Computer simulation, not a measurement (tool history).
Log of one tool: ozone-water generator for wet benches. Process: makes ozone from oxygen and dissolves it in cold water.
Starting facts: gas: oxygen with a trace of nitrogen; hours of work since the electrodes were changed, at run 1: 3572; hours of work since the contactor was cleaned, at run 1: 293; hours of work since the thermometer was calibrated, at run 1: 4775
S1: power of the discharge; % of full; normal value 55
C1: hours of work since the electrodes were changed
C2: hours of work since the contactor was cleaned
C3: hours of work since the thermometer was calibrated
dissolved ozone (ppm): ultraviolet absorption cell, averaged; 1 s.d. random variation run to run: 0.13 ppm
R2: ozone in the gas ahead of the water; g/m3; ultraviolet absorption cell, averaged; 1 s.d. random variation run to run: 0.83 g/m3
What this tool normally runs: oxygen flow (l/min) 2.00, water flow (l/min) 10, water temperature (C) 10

{"run": 1, "hour": 0.0, "S1": 55, "oxygen flow (l/min)": 2.0, "water flow (l/min)": 10, "water temperature (C)": 10, "C1": 3572, "C2": 293, "C3": 4775, "dissolved ozone (ppm)": 11.8, "R2": 120.5}
{"run": 2, "hour": 114.1, "S1": 55, "oxygen flow (l/min)": 2.0, "water flow (l/min)": 10, "water temperature (C)": 10, "C1": 3659, "C2": 380, "C3": 4862, "dissolved ozone (ppm)": 11.9, "R2": 118.5}
{"run": 3, "hour": 253.7, "S1": 55, "oxygen flow (l/min)": 2.0, "water flow (l/min)": 10, "water temperature (C)": 10, "C1": 3765, "C2": 486, "C3": 4968, "dissolved ozone (ppm)": 11.6, "R2": 118.2}
{"run": 4, "hour": 387.5, "S1": 55, "oxygen flow (l/min)": 2.0, "water flow (l/min)": 10, "water temperature (C)": 10, "C1": 3867, "C2": 588, "C3": 5070, "dissolved ozone (ppm)": 11.7, "R2": 119.4}
{"run": 5, "hour": 499.1, "S1": 55, "oxygen flow (l/min)": 2.0, "water flow (l/min)": 10, "water temperature (C)": 5, "C1": 3952, "C2": 673, "C3": 5155, "dissolved ozone (ppm)": 12.3, "R2": 118.0}
{"run": 6, "hour": 610.9, "S1": 55, "oxygen flow (l/min)": 2.0, "water flow (l/min)": 10, "water temperature (C)": 5, "C1": 4037, "C2": 758, "C3": 5240, "dissolved ozone (ppm)": 12.2, "R2": 119.0}
{"hour": 775.4, "done": "water thermometer calibrated"}
{"run": 7, "hour": 799.3, "S1": 55, "oxygen flow (l/min)": 2.0, "water flow (l/min)": 10, "water temperature (C)": 5, "C1": 4180, "C2": 900, "C3": 18, "dissolved ozone (ppm)": 12.4, "R2": 117.4}
{"run": 8, "hour": 988.1, "S1": 55, "oxygen flow (l/min)": 1.21, "water flow (l/min)": 10, "water temperature (C)": 10, "C1": 4323, "C2": 1044, "C3": 162, "dissolved ozone (ppm)": 9.8, "R2": 145.9}
{"run": 9, "hour": 1126.5, "S1": 47, "oxygen flow (l/min)": 2.0, "water flow (l/min)": 7, "water temperature (C)": 10, "C1": 4429, "C2": 1149, "C3": 267, "dissolved ozone (ppm)": 13.9, "R2": 104.2}
{"run": 10, "hour": 1300.0, "S1": 76, "oxygen flow (l/min)": 1.99, "water flow (l/min)": 10, "water temperature (C)": 12, "C1": 4560, "C2": 1281, "C3": 399, "dissolved ozone (ppm)": 13.9, "R2": 145.7}
{"run": 11, "hour": 1479.3, "S1": 55, "oxygen flow (l/min)": 2.29, "water flow (l/min)": 10, "water temperature (C)": 10, "C1": 4697, "C2": 1418, "C3": 535, "dissolved ozone (ppm)": 11.7, "R2": 109.1}
{"run": 12, "hour": 1577.6, "S1": 55, "oxygen flow (l/min)": 2.29, "water flow (l/min)": 10, "water temperature (C)": 10, "C1": 4772, "C2": 1492, "C3": 610, "dissolved ozone (ppm)": 11.5, "R2": 111.1}
{"run": 13, "hour": 1674.8, "S1": 77, "oxygen flow (l/min)": 1.9, "water flow (l/min)": 10, "water temperature (C)": 15, "C1": 4845, "C2": 1566, "C3": 684, "dissolved ozone (ppm)": 13.3, "R2": 146.8}
{"run": 14, "hour": 1784.5, "S1": 51, "oxygen flow (l/min)": 1.9, "water flow (l/min)": 10, "water temperature (C)": 16, "C1": 4929, "C2": 1650, "C3": 767, "dissolved ozone (ppm)": 9.9, "R2": 112.0}

Here are 4 independent what-if runs from the current tool condition. What would each one return?
{"run": "A", "hour": 1997.6, "S1": 55, "oxygen flow (l/min)": 2.0, "water flow (l/min)": 11, "water temperature (C)": 10, "C1": 5091, "C2": 1812, "C3": 929, "dissolved ozone (ppm)": "?", "R2": "?"}
{"run": "B", "hour": 1997.6, "S1": 55, "oxygen flow (l/min)": 2.0, "water flow (l/min)": 10, "water temperature (C)": 15, "C1": 5091, "C2": 1812, "C3": 929, "dissolved ozone (ppm)": "?", "R2": "?"}
{"run": "C", "hour": 1997.6, "S1": 70, "oxygen flow (l/min)": 1.2, "water flow (l/min)": 10, "water temperature (C)": 16, "C1": 5091, "C2": 1812, "C3": 929, "dissolved ozone (ppm)": "?", "R2": "?"}
{"run": "D", "hour": 1997.6, "S1": 55, "oxygen flow (l/min)": 2.41, "water flow (l/min)": 10, "water temperature (C)": 10, "C1": 5091, "C2": 1812, "C3": 929, "dissolved ozone (ppm)": "?", "R2": "?"}

run=A dissolved_ozone_(ppm)=10.2 R2=114.1
run=B dissolved_ozone_(ppm)=10.6 R2=115.3
run=C dissolved_ozone_(ppm)=10.7 R2=166.5
run=D dissolved_ozone_(ppm)=11.7 R2=106.1
With no hidden state in the tool, these same runs would have given:
run=A dissolved_ozone_(ppm)=11.9 R2=130.7
run=B dissolved_ozone_(ppm)=12.5 R2=131.9
run=C dissolved_ozone_(ppm)=12.9 R2=196.2
run=D dissolved_ozone_(ppm)=13.7 R2=121.5

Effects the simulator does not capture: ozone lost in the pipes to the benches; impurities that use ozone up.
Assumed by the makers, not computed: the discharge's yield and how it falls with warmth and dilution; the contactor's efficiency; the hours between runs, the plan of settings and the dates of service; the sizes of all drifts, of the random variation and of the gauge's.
